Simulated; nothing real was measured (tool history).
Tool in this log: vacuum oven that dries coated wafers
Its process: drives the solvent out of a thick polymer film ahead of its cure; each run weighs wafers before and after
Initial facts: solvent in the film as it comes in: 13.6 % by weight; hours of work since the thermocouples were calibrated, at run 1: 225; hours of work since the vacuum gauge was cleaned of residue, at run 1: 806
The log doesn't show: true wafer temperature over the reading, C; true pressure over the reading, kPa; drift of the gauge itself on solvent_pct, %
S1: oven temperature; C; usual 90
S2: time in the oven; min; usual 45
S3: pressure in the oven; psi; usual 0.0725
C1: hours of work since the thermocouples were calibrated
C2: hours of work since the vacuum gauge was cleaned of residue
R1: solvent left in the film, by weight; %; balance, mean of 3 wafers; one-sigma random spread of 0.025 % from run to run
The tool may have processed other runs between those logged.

run 1 hour=0.0 | S1=90 S2=45 S3=0.0725 | C1=225 C2=806 | R1=2.17
run 2 hour=43.1 | S1=90 S2=45 S3=0.0725 | C1=247 C2=828 | R1=2.14
run 3 hour=71.4 | S1=90 S2=45 S3=0.0725 | C1=261 C2=842 | R1=2.16
run 4 hour=132.3 | S1=90 S2=45 S3=0.0725 | C1=292 C2=873 | R1=2.21
run 5 hour=167.4 | S1=90 S2=45 S3=0.0725 | C1=310 C2=891 | R1=2.19
run 6 hour=214.1 | S1=90 S2=45 S3=0.0725 | C1=334 C2=915 | R1=2.24
run 7 hour=254.4 | S1=90 S2=45 S3=0.0725 | C1=354 C2=935 | R1=2.27
run 8 hour=307.9 | S1=90 S2=45 S3=0.0725 | C1=381 C2=962 | R1=2.26
run 9 hour=368.9 | S1=90 S2=45 S3=0.0725 | C1=412 C2=993 | R1=2.28
run 10 hour=404.1 | S1=90 S2=39 S3=0.0725 | C1=430 C2=1011 | R1=2.78
run 11 hour=438.6 | S1=90 S2=45 S3=0.0725 | C1=448 C2=1029 | R1=2.32
run 12 hour=492.1 | S1=90 S2=45 S3=0.0725 | C1=475 C2=1056 | R1=2.29
run 13 hour=525.7 | S1=90 S2=45 S3=0.0725 | C1=492 C2=1073 | R1=2.38
run 14 hour=575.2 | S1=90 S2=45 S3=0.0877 | C1=517 C2=1098 | R1=2.50
run 15 hour=636.5 | S1=90 S2=45 S3=0.0877 | C1=548 C2=1129 | R1=2.48
run 16 hour=680.9 | S1=90 S2=45 S3=0.0877 | C1=571 C2=1152 | R1=2.48
run 17 hour=710.0 | S1=90 S2=45 S3=0.0877 | C1=586 C2=1167 | R1=2.44
run 18 hour=736.0 | S1=90 S2=45 S3=0.0877 | C1=599 C2=1180 | R1=2.50
run 19 hour=791.0 | S1=90 S2=45 S3=0.0877 | C1=627 C2=1208 | R1=2.52
run 20 hour=830.2 | S1=90 S2=45 S3=0.0877 | C1=647 C2=1228 | R1=2.51
run 21 hour=886.1 | S1=76 S2=27 S3=0.0390 | C1=675 C2=1256 | R1=7.60
-- hour=910.9 oven's thermocouples calibrated
run 22 hour=932.0 | S1=101 S2=27 S3=0.0513 | C1=11 C2=1278 | R1=1.30
run 23 hour=960.9 | S1=101 S2=27 S3=0.0513 | C1=25 C2=1293 | R1=1.27
run 24 hour=992.8 | S1=101 S2=27 S3=0.0513 | C1=42 C2=1309 | R1=1.31
run 25 hour=1028.3 | S1=85 S2=58 S3=0.1358 | C1=60 C2=1327 | R1=2.89
run 26 hour=1090.5 | S1=85 S2=58 S3=0.0711 | C1=91 C2=1359 | R1=2.43
run 27 hour=1117.4 | S1=85 S2=58 S3=0.0711 | C1=105 C2=1372 | R1=2.41
run 28 hour=1164.5 | S1=85 S2=58 S3=0.0711 | C1=129 C2=1396 | R1=2.43
run 29 hour=1208.4 | S1=85 S2=58 S3=0.0711 | C1=151 C2=1419 | R1=2.46
run 30 hour=1236.3 | S1=95 S2=52 S3=0.0563 | C1=165 C2=1433 | R1=0.95
run 31 hour=1287.1 | S1=92 S2=43 S3=0.1577 | C1=191 C2=1459 | R1=2.41
run 32 hour=1343.0 | S1=80 S2=27 S3=0.0725 | C1=219 C2=1487 | R1=6.62
run 33 hour=1401.3 | S1=92 S2=49 S3=0.0725 | C1=249 C2=1516 | R1=1.62
run 34 hour=1427.1 | S1=92 S2=49 S3=0.0725 | C1=262 C2=1530 | R1=1.61
run 35 hour=1455.3 | S1=92 S2=49 S3=0.0725 | C1=276 C2=1544 | R1=1.63
run 36 hour=1490.0 | S1=92 S2=22 S3=0.0725 | C1=294 C2=1561 | R1=4.17
run 37 hour=1534.2 | S1=92 S2=22 S3=0.0725 | C1=316 C2=1584 | R1=4.25

Hidden state or all else? Some run-to-run changes of R1, split into what the settings, what came in and random variation would give without the hidden state, and what is left for the hidden state (with any gauge scatter that isn't in both results):
Run 20 -> 21: S1 90 -> 76, S2 45 -> 27, S3 0.0877 -> 0.0390. R1 +5.09 %: hidden state +0.03, all else +5.06.
Run 21 -> 22: S1 76 -> 101, S3 0.0390 -> 0.0513, oven's thermocouples calibrated. R1 -6.30 %: hidden state -0.43, all else -5.87.
Run 24 -> 25: S1 101 -> 85, S2 27 -> 58, S3 0.0513 -> 0.1358. R1 +1.58 %: hidden state +0.07, all else +1.51.
Run 29 -> 30: S1 85 -> 95, S2 58 -> 52, S3 0.0711 -> 0.0563. R1 -1.51 %: hidden state -0.05, all else -1.46.
Run 32 -> 33: S1 80 -> 92, S2 27 -> 49. R1 -5.00 %: hidden state +0.01, all else -5.01.
